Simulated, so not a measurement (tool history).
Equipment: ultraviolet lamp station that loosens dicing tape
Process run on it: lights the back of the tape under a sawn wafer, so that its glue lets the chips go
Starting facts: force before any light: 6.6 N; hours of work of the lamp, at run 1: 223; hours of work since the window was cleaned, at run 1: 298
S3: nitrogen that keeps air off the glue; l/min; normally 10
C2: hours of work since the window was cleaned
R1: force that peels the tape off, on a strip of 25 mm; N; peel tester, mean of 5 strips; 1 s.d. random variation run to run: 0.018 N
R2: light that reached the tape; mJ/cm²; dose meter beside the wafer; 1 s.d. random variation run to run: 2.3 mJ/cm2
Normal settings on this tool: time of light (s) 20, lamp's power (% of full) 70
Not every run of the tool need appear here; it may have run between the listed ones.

Run 1, hour 0.0: usual settings; hours of work of the lamp 223; C2 298. Result: R1 1.067 N, R2 224 mJ/cm².
Run 2, hour 30.2: usual settings but S3 19 l/min; hours of work of the lamp 241; C2 316. Result: R1 0.750 N, R2 219 mJ/cm².
Run 3, hour 74.8: usual settings but S3 19 l/min; hours of work of the lamp 267; C2 342. Result: R1 0.793 N, R2 212 mJ/cm².
Run 4, hour 131.5: usual settings but S3 19 l/min; hours of work of the lamp 301; C2 375. Result: R1 0.795 N, R2 214 mJ/cm².
Run 5, hour 184.2: usual settings but S3 6 l/min; hours of work of the lamp 332; C2 407. Result: R1 1.465 N, R2 210 mJ/cm².
Run 6, hour 228.9: usual settings; hours of work of the lamp 358; C2 433. Result: R1 1.182 N, R2 206 mJ/cm².
Run 7, hour 293.8: usual settings but lamp's power (% of full) 83; hours of work of the lamp 396; C2 471. Result: R1 0.914 N, R2 242 mJ/cm².
Run 8, hour 335.2: usual settings but lamp's power (% of full) 83; hours of work of the lamp 421; C2 496. Result: R1 0.926 N, R2 240 mJ/cm².
Run 9, hour 396.6: usual settings but lamp's power (% of full) 83; hours of work of the lamp 457; C2 532. Result: R1 0.929 N, R2 235 mJ/cm².
Run 10, hour 437.8: usual settings but lamp's power (% of full) 83; hours of work of the lamp 482; C2 557. Result: R1 0.929 N, R2 230 mJ/cm².
Run 11, hour 475.6: usual settings but S3 15 l/min; hours of work of the lamp 504; C2 579. Result: R1 1.053 N, R2 191 mJ/cm².
Run 12, hour 523.7: usual settings but time of light (s) 12; hours of work of the lamp 532; C2 607. Result: R1 2.491 N, R2 114 mJ/cm².
At hour 538.3: window cleaned of glue's vapour.
Run 13, hour 578.5: usual settings but time of light (s) 12; hours of work of the lamp 565; C2 24. Result: R1 2.422 N, R2 122 mJ/cm².
Run 14, hour 647.7: usual settings but time of light (s) 12; hours of work of the lamp 605; C2 65. Result: R1 2.497 N, R2 115 mJ/cm².
Run 15, hour 719.7: usual settings but time of light (s) 12; hours of work of the lamp 648; C2 107. Result: R1 2.503 N, R2 115 mJ/cm².
Run 16, hour 766.7: usual settings but lamp's power (% of full) 94; hours of work of the lamp 676; C2 135. Result: R1 0.803 N, R2 256 mJ/cm².
Run 17, hour 813.7: usual settings; hours of work of the lamp 704; C2 163. Result: R1 1.384 N, R2 186 mJ/cm².
Run 18, hour 872.4: usual settings but S3 18 l/min; hours of work of the lamp 738; C2 198. Result: R1 1.090 N, R2 183 mJ/cm².
Run 19, hour 910.7: usual settings but S3 18 l/min; hours of work of the lamp 761; C2 220. Result: R1 1.108 N, R2 184 mJ/cm².
Run 20, hour 977.7: usual settings but lamp's power (% of full) 83; hours of work of the lamp 801; C2 260. Result: R1 1.137 N, R2 212 mJ/cm².
Run 21, hour 1020.6: usual settings; hours of work of the lamp 826; C2 285. Result: R1 1.517 N, R2 176 mJ/cm².
Run 22, hour 1073.6: usual settings but S3 3 l/min; hours of work of the lamp 857; C2 317. Result: R1 2.524 N, R2 172 mJ/cm².
Run 23, hour 1124.5: usual settings but S3 3 l/min; hours of work of the lamp 887; C2 347. Result: R1 2.600 N, R2 172 mJ/cm².
Run 24, hour 1170.9: usual settings but time of light (s) 33, lamp's power (% of full) 91, S3 8 l/min; hours of work of the lamp 915; C2 374. Result: R1 0.453 N, R2 359 mJ/cm².
Run 25, hour 1239.8: usual settings but time of light (s) 33, lamp's power (% of full) 91, S3 8 l/min; hours of work of the lamp 956; C2 415. Result: R1 0.465 N, R2 356 mJ/cm².
Run 26, hour 1310.1: usual settings but time of light (s) 33, lamp's power (% of full) 62, S3 19 l/min; hours of work of the lamp 997; C2 456. Result: R1 0.657 N, R2 225 mJ/cm².
Run 27, hour 1340.0: usual settings but time of light (s) 33, lamp's power (% of full) 62, S3 19 l/min; hours of work of the lamp 1015; C2 474. Result: R1 0.671 N, R2 233 mJ/cm².
Run 28, hour 1398.9: usual settings but time of light (s) 33, lamp's power (% of full) 65, S3 6 l/min; hours of work of the lamp 1050; C2 509. Result: R1 1.262 N, R2 240 mJ/cm².
Run 29, hour 1450.9: usual settings but time of light (s) 17, lamp's power (% of full) 69, S3 8 l/min; hours of work of the lamp 1080; C2 540. Result: R1 2.467 N, R2 131 mJ/cm².
Run 30, hour 1493.2: usual settings but time of light (s) 17, lamp's power (% of full) 69, S3 8 l/min; hours of work of the lamp 1105; C2 565. Result: R1 2.443 N, R2 127 mJ/cm².
Run 31, hour 1528.1: usual settings but lamp's power (% of full) 61, S3 7 l/min; hours of work of the lamp 1126; C2 585. Result: R1 2.550 N, R2 128 mJ/cm².
At hour 1579.8: window cleaned of glue's vapour.
Run 32, hour 1588.8: usual settings but time of light (s) 12, lamp's power (% of full) 61, S3 5 l/min; hours of work of the lamp 1162; C2 5. Result: R1 3.769 N, R2 81 mJ/cm².
Run 33, hour 1630.9: usual settings but lamp's power (% of full) 93; hours of work of the lamp 1187; C2 30. Result: R1 1.207 N, R2 206 mJ/cm².
Run 34, hour 1691.9: usual settings but lamp's power (% of full) 90; hours of work of the lamp 1223; C2 66. Result: R1 1.316 N, R2 191 mJ/cm².
Run 35, hour 1732.5: usual settings but time of light (s) 22, lamp's power (% of full) 71, S3 18 l/min; hours of work of the lamp 1247; C2 90. Result: R1 1.271 N, R2 164 mJ/cm².
Run 36, hour 1788.9: usual settings but lamp's power (% of full) 77; hours of work of the lamp 1280; C2 124. Result: R1 1.729 N, R2 159 mJ/cm².
At hour 1835.0: lamp changed.
Run 37, hour 1860.9: usual settings but time of light (s) 14, S3 12 l/min; hours of work of the lamp 15; C2 166. Result: R1 1.517 N, R2 169 mJ/cm².
Run 38, hour 1899.0: usual settings but time of light (s) 29, lamp's power (% of full) 73, S3 13 l/min; hours of work of the lamp 38; C2 188. Result: R1 0.324 N, R2 355 mJ/cm².
Run 39, hour 1932.9: usual settings but time of light (s) 27, lamp's power (% of full) 72, S3 19 l/min; hours of work of the lamp 58; C2 208. Result: R1 0.311 N, R2 324 mJ/cm².
Run 40, hour 1968.6: usual settings but time of light (s) 27, lamp's power (% of full) 72, S3 19 l/min; hours of work of the lamp 79; C2 229. Result: R1 0.324 N, R2 323 mJ/cm².
Run 41, hour 2005.3: usual settings but time of light (s) 27, lamp's power (% of full) 72, S3 19 l/min; hours of work of the lamp 101; C2 251. Result: R1 0.314 N, R2 317 mJ/cm².
Run 42, hour 2064.2: usual settings but time of light (s) 27, lamp's power (% of full) 72, S3 19 l/min; hours of work of the lamp 136; C2 286. Result: R1 0.343 N, R2 315 mJ/cm².
Run 43, hour 2133.7: usual settings but time of light (s) 33, lamp's power (% of full) 97; hours of work of the lamp 177; C2 327. Result: R1 0.156 N, R2 511 mJ/cm².

Same runs, no hidden state in the tool, same run-to-run variation:
The tool's hidden condition here consists of: lamp's light, % of a new lamp's; light that the window lets through, % of a clean one's; drift of the gauge itself on peel_n, %; drift of the gauge itself on dose_mj_cm2, %.
run     R1   R2
  1  0.871  249
  2  0.585  247
  3  0.603  242
  4  0.586  248
  5  1.143  247
  6  0.867  245
  7  0.620  292
  8  0.615  293
  9  0.598  293
 10  0.582  290
 11  0.662  244
 12  1.890  148
 13  1.934  149
 14  1.957  145
 15  1.923  147
 16  0.457  332
 17  0.866  244
 18  0.614  244
 19  0.615  248
 20  0.602  293
 21  0.862  247
 22  1.707  245
 23  1.731  248
 24  0.174  526
 25  0.167  532
 26  0.228  350
 27  0.241  362
 28  0.514  378
 29  1.359  209
 30  1.323  207
 31  1.375  212
 32  2.765  128
 33  0.470  331
 34  0.503  313
 35  0.462  275
 36  0.712  270
 37  1.449  174
 38  0.293  370
 39  0.275  341
 40  0.279  343
 41  0.264  340
 42  0.278  343
 43  0.124  566
